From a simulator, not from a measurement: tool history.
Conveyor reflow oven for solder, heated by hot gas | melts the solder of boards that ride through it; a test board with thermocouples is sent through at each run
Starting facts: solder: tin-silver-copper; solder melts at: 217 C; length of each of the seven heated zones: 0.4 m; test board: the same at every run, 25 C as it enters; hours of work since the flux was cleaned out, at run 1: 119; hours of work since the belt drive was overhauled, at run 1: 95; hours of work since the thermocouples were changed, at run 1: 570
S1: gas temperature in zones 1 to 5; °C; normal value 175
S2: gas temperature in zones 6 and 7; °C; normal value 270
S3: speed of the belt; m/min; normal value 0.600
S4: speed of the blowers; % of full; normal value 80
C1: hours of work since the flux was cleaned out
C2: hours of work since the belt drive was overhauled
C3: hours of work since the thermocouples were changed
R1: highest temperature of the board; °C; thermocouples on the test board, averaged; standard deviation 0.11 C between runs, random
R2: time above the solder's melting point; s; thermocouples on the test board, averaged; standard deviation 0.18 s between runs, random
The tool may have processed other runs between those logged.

{"run": 1, "day": 0.0, "S1": 175, "S2": 270, "S3": 0.6, "S4": 80, "C1": 119, "C2": 95, "C3": 570, "R1": 262.2, "R2": 68.0}
{"run": 2, "day": 0.312, "S1": 175, "S2": 263, "S3": 0.6, "S4": 80, "C1": 122, "C2": 98, "C3": 574, "R1": 255.6, "R2": 64.8}
{"run": 3, "day": 0.808, "S1": 175, "S2": 270, "S3": 0.6, "S4": 80, "C1": 127, "C2": 103, "C3": 579, "R1": 262.4, "R2": 68.5}
{"run": 4, "day": 1.238, "S1": 175, "S2": 270, "S3": 0.6, "S4": 80, "C1": 132, "C2": 108, "C3": 583, "R1": 262.1, "R2": 68.2}
{"run": 5, "day": 1.704, "S1": 175, "S2": 270, "S3": 0.6, "S4": 80, "C1": 136, "C2": 113, "C3": 588, "R1": 262.2, "R2": 68.0}
{"run": 6, "day": 1.971, "S1": 175, "S2": 270, "S3": 0.6, "S4": 80, "C1": 139, "C2": 115, "C3": 591, "R1": 262.4, "R2": 67.9}
{"run": 7, "day": 2.425, "S1": 175, "S2": 270, "S3": 0.6, "S4": 80, "C1": 144, "C2": 120, "C3": 596, "R1": 262.2, "R2": 68.5}
{"run": 8, "day": 2.946, "S1": 175, "S2": 270, "S3": 0.6, "S4": 80, "C1": 149, "C2": 125, "C3": 601, "R1": 262.3, "R2": 68.1}
{"run": 9, "day": 3.333, "S1": 175, "S2": 270, "S3": 0.6, "S4": 80, "C1": 153, "C2": 129, "C3": 605, "R1": 262.2, "R2": 68.3}
{"run": 10, "day": 3.621, "S1": 175, "S2": 270, "S3": 0.6, "S4": 80, "C1": 156, "C2": 132, "C3": 608, "R1": 262.1, "R2": 68.2}
{"run": 11, "day": 3.912, "S1": 175, "S2": 270, "S3": 0.6, "S4": 80, "C1": 159, "C2": 135, "C3": 611, "R1": 262.4, "R2": 68.1}
{"run": 12, "day": 4.154, "S1": 175, "S2": 270, "S3": 0.6, "S4": 80, "C1": 162, "C2": 138, "C3": 614, "R1": 262.1, "R2": 68.3}
{"run": 13, "day": 4.396, "S1": 175, "S2": 270, "S3": 0.6, "S4": 80, "C1": 164, "C2": 140, "C3": 616, "R1": 262.4, "R2": 68.2}
{"run": 14, "day": 4.683, "S1": 180, "S2": 270, "S3": 0.6, "S4": 80, "C1": 167, "C2": 143, "C3": 619, "R1": 262.8, "R2": 70.7}
{"run": 15, "day": 5.012, "S1": 180, "S2": 270, "S3": 0.6, "S4": 80, "C1": 171, "C2": 147, "C3": 622, "R1": 262.7, "R2": 70.2}
{"run": 16, "day": 5.3, "S1": 180, "S2": 270, "S3": 0.6, "S4": 80, "C1": 174, "C2": 150, "C3": 625, "R1": 262.7, "R2": 70.6}
{"run": 17, "day": 5.675, "S1": 180, "S2": 270, "S3": 0.6, "S4": 80, "C1": 178, "C2": 154, "C3": 629, "R1": 263.0, "R2": 70.4}
{"run": 18, "day": 6.158, "S1": 175, "S2": 270, "S3": 0.569, "S4": 80, "C1": 183, "C2": 159, "C3": 634, "R1": 263.6, "R2": 72.8}
{"run": 19, "day": 6.575, "S1": 175, "S2": 272, "S3": 0.506, "S4": 80, "C1": 187, "C2": 163, "C3": 639, "R1": 268.0, "R2": 84.9}
{"run": 20, "day": 6.888, "S1": 167, "S2": 260, "S3": 0.583, "S4": 68, "C1": 190, "C2": 166, "C3": 642, "R1": 251.2, "R2": 60.4}
{"run": 21, "day": 7.412, "S1": 167, "S2": 260, "S3": 0.583, "S4": 68, "C1": 196, "C2": 172, "C3": 647, "R1": 251.2, "R2": 60.3}
{"run": 22, "day": 7.879, "S1": 167, "S2": 260, "S3": 0.583, "S4": 75, "C1": 201, "C2": 177, "C3": 652, "R1": 252.2, "R2": 61.6}
{"run": 23, "day": 8.275, "S1": 167, "S2": 260, "S3": 0.583, "S4": 75, "C1": 205, "C2": 181, "C3": 656, "R1": 252.2, "R2": 61.6}
{"day": 8.667, "done": "thermocouples of zones 6 and 7 changed"}
{"run": 24, "day": 8.7, "S1": 175, "S2": 262, "S3": 0.646, "S4": 50, "C1": 208, "C2": 184, "C3": 0, "R1": 245.9, "R2": 51.0}
{"run": 25, "day": 9.046, "S1": 175, "S2": 262, "S3": 0.646, "S4": 50, "C1": 212, "C2": 188, "C3": 4, "R1": 246.0, "R2": 50.8}
{"run": 26, "day": 9.312, "S1": 161, "S2": 270, "S3": 0.673, "S4": 80, "C1": 215, "C2": 191, "C3": 7, "R1": 255.3, "R2": 52.5}
{"run": 27, "day": 9.629, "S1": 161, "S2": 276, "S3": 0.673, "S4": 52, "C1": 218, "C2": 194, "C3": 10, "R1": 254.6, "R2": 50.6}
{"day": 9.942, "done": "flux residue cleaned out of gas plates and filters"}
{"run": 28, "day": 10.092, "S1": 184, "S2": 270, "S3": 0.6, "S4": 88, "C1": 2, "C2": 197, "C3": 13, "R1": 262.7, "R2": 71.7}
{"run": 29, "day": 10.321, "S1": 184, "S2": 270, "S3": 0.6, "S4": 88, "C1": 4, "C2": 199, "C3": 15, "R1": 262.4, "R2": 72.0}
{"run": 30, "day": 10.829, "S1": 165, "S2": 270, "S3": 0.6, "S4": 57, "C1": 9, "C2": 204, "C3": 20, "R1": 256.1, "R2": 60.3}

Some steps in R1 between neighbouring runs. How much of each would the tool show without its hidden state too (settings, what came in, random variation), and how much is left for the hidden state, with any gauge scatter that isn't in both results?
Hidden state present: heat that the gas passes to the board, % of a clean oven's; belt's true speed, % of the reading; true gas temperature in zones 6 and 7 over the reading, C; drift of the gauge itself on peak_c, C; drift of the gauge itself on liquid_s, %.
Run 19 -> 20: S1 175 -> 167, S2 272 -> 260, S3 0.506 -> 0.583, S4 80 -> 68. R1 -16.8 °C: hidden state -0.2, all else -16.6.
Run 23 -> 24: S1 167 -> 175, S2 260 -> 262, S3 0.583 -> 0.646, S4 75 -> 50, thermocouples of zones 6 and 7 changed. R1 -6.3 °C: hidden state -2.0, all else -4.3.
Run 25 -> 26: S1 175 -> 161, S2 262 -> 270, S3 0.646 -> 0.673, S4 50 -> 80. R1 +9.3 °C: hidden state -0.2, all else +9.5.
Run 27 -> 28: S1 161 -> 184, S2 276 -> 270, S3 0.673 -> 0.600, S4 52 -> 88, flux residue cleaned out of gas plates and filters. R1 +8.1 °C: hidden state +0.6, all else +7.5.

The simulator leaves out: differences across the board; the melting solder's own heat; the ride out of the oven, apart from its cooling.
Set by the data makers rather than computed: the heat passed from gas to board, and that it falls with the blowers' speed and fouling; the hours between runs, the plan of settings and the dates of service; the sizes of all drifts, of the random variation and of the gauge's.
